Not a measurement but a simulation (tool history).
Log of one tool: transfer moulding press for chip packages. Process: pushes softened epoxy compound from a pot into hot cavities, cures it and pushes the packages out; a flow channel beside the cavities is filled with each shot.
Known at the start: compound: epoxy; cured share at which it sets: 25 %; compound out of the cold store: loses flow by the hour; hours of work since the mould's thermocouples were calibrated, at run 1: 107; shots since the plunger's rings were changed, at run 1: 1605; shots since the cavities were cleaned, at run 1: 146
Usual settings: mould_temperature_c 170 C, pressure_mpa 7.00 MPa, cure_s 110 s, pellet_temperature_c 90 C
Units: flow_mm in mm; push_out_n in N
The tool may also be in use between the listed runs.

| run | hour | mould_temperature_c | pressure_mpa | cure_s | pellet_temperature_c | hours of work since the mould's thermocouples were calibrated | shots since the plunger's rings were changed | shots since the cavities were cleaned | incoming compound's hours out of the cold store | flow_mm | push_out_n |
|---|---|---|---|---|---|---|---|---|---|---|---|
| 1 | 0.0 | 170 | 7.00 | 110 | 90 | 107 | 1605 | 146 | 44.2 | 758 | 366 |
| 2 | 21.0 | 170 | 7.00 | 110 | 90 | 119 | 1811 | 352 | 42.2 | 765 | 350 |
| 3 | 44.2 | 170 | 7.00 | 110 | 90 | 133 | 2038 | 579 | 21.9 | 895 | 373 |
| 4 | 62.9 | 170 | 7.00 | 110 | 90 | 144 | 2220 | 761 | 22.4 | 892 | 376 |
| 5 | 99.1 | 170 | 7.00 | 110 | 90 | 165 | 2574 | 1115 | 24.6 | 878 | 385 |
|  | 108.4 | cavities cleaned with cleaning compound and waxed |
| 6 | 125.4 | 170 | 7.00 | 110 | 90 | 179 | 2817 | 166 | 43.2 | 763 | 375 |
| 7 | 141.7 | 170 | 7.00 | 110 | 90 | 189 | 2976 | 325 | 36.6 | 802 | 382 |
| 8 | 178.4 | 170 | 7.00 | 110 | 90 | 210 | 3335 | 684 | 19.2 | 923 | 377 |
| 9 | 202.7 | 170 | 7.00 | 110 | 90 | 224 | 3572 | 921 | 9.0 | 989 | 380 |
| 10 | 224.5 | 170 | 7.00 | 110 | 95 | 237 | 3786 | 1135 | 33.6 | 814 | 371 |
|  | 229.4 | cavities cleaned with cleaning compound and waxed |
| 11 | 262.3 | 170 | 8.67 | 110 | 95 | 258 | 4141 | 322 | 12.5 | 1072 | 398 |
| 12 | 299.2 | 170 | 8.67 | 110 | 95 | 280 | 4501 | 682 | 18.8 | 1020 | 359 |
| 13 | 332.8 | 170 | 7.00 | 97 | 90 | 299 | 4830 | 1011 | 24.7 | 882 | 422 |
|  | 351.5 | cavities cleaned with cleaning compound and waxed |
| 14 | 360.6 | 170 | 7.00 | 97 | 90 | 315 | 5087 | 89 | 21.9 | 898 | 435 |
| 15 | 376.9 | 170 | 7.00 | 97 | 90 | 324 | 5246 | 248 | 17.1 | 925 | 419 |
| 16 | 399.0 | 170 | 6.71 | 91 | 90 | 337 | 5462 | 464 | 47.0 | 723 | 452 |
| 17 | 416.5 | 177 | 7.47 | 127 | 94 | 347 | 5633 | 635 | 26.2 | 868 | 319 |
| 18 | 451.6 | 177 | 7.47 | 127 | 94 | 368 | 5976 | 978 | 15.5 | 941 | 338 |
|  | 474.6 | cavities cleaned with cleaning compound and waxed |
| 19 | 476.5 | 170 | 7.00 | 135 | 96 | 381 | 6205 | 18 | 12.3 | 967 | 337 |
| 20 | 506.6 | 170 | 7.76 | 135 | 85 | 399 | 6499 | 312 | 8.1 | 1049 | 345 |
| 21 | 524.0 | 166 | 7.00 | 101 | 90 | 409 | 6670 | 483 | 15.0 | 964 | 535 |
|  | 550.3 | plunger's sealing rings changed |
| 22 | 551.3 | 166 | 6.35 | 101 | 90 | 423 | 10 | 725 | 33.0 | 806 | 498 |
| 23 | 571.7 | 166 | 6.35 | 101 | 90 | 435 | 210 | 925 | 16.8 | 905 | 542 |
| 24 | 591.5 | 167 | 7.34 | 127 | 92 | 447 | 403 | 1118 | 29.0 | 881 | 355 |
|  | 598.4 | cavities cleaned with cleaning compound and waxed |
| 25 | 619.8 | 167 | 7.00 | 120 | 90 | 462 | 665 | 209 | 17.8 | 940 | 391 |
| 26 | 639.1 | 170 | 7.25 | 110 | 85 | 474 | 854 | 398 | 44.7 | 770 | 375 |
| 27 | 662.4 | 170 | 7.00 | 105 | 84 | 487 | 1082 | 626 | 9.4 | 988 | 419 |
| 28 | 687.0 | 171 | 5.69 | 99 | 90 | 502 | 1322 | 866 | 9.1 | 888 | 397 |

Forecast each of these 4 alternatives for the next run:
|  | 720.2 | cavities cleaned with cleaning compound and waxed |
| A | 723.6 | 170 | 7.00 | 144 | 90 | 522 | 1666 | 34 | 47.7 | ? | ? |
|  | 720.2 | cavities cleaned with cleaning compound and waxed |
| B | 723.6 | 170 | 8.79 | 110 | 90 | 522 | 1666 | 34 | 37.9 | ? | ? |
|  | 720.2 | cavities cleaned with cleaning compound and waxed |
| C | 723.6 | 171 | 5.92 | 99 | 93 | 522 | 1666 | 34 | 9.4 | ? | ? |
|  | 720.2 | cavities cleaned with cleaning compound and waxed |
| D | 723.6 | 171 | 7.94 | 99 | 90 | 522 | 1666 | 34 | 19.4 | ? | ? |

| run | flow_mm | push_out_n |
|---|---|---|
| A | 737 | 324 |
| B | 888 | 356 |
| C | 905 | 414 |
| D | 966 | 398 |
Without the tool's hidden state the same runs would have given:
| run | flow_mm | push_out_n |
|---|---|---|
| A | 737 | 323 |
| B | 888 | 356 |
| C | 906 | 414 |
| D | 966 | 397 |
